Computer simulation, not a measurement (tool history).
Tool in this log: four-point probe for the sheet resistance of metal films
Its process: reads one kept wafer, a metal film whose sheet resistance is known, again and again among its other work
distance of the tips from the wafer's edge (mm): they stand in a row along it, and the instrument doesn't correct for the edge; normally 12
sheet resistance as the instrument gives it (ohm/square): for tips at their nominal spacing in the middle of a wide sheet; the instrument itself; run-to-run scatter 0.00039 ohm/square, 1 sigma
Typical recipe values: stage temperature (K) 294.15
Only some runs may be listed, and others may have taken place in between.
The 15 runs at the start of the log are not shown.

run    hour  stage temperature (K)  distance of the tips from the wafer's edge (mm)  sheet resistance as the instrument gives it (ohm/square)
 16  1270.1                 294.15                                               12                                                  1.952436
 17  1373.2                 300.15                                               28                                                  1.944425
 18  1482.6                 300.15                                               28                                                  1.944438
 19    1543                 300.15                                               28                                                  1.944667
 20  1607.3                 300.15                                               28                                                  1.944549
 21  1695.7                 302.15                                               50                                                   1.94291
 22  1763.7                 297.15                                                8                                                  1.953288
 23  1846.8                 303.15                                                9                                                  1.946011
 24  1939.9                 303.15                                                9                                                  1.946313
 25  2035.2                 303.15                                                9                                                  1.946212
 26  2107.7                 294.15                                               18                                                  1.951063
 27  2172.8                 298.15                                               30                                                  1.945776
 28  2234.2                 306.15                                               13                                                  1.941557
 29  2320.9                 306.15                                               13                                                  1.940554
 30  2379.4                 301.15                                               20                                                  1.944478
 31  2468.3                 301.15                                               20                                                  1.944056
 32  2560.8                 301.15                                               20                                                  1.943835

Here are 5 independent what-if runs from the current tool condition. What would each one return?
  A  2626.8                 298.15                                               37                                                         ?
  B  2626.8                 296.15                                               20                                                         ?
  C  2626.8                 299.15                                               23                                                         ?
  D  2626.8                 297.15                                                6                                                         ?
  E  2626.8                 301.15                                               18                                                         ?

run  sheet resistance as the instrument gives it (ohm/square)
  A                                                  1.945973
  B                                                  1.948425
  C                                                  1.945648
  D                                                  1.957914
  E                                                  1.943309
What these runs would have given with no unlogged condition in the tool:
run  sheet resistance as the instrument gives it (ohm/square)
  A                                                  1.946531
  B                                                  1.948984
  C                                                  1.946205
  D                                                  1.958474
  E                                                  1.943865

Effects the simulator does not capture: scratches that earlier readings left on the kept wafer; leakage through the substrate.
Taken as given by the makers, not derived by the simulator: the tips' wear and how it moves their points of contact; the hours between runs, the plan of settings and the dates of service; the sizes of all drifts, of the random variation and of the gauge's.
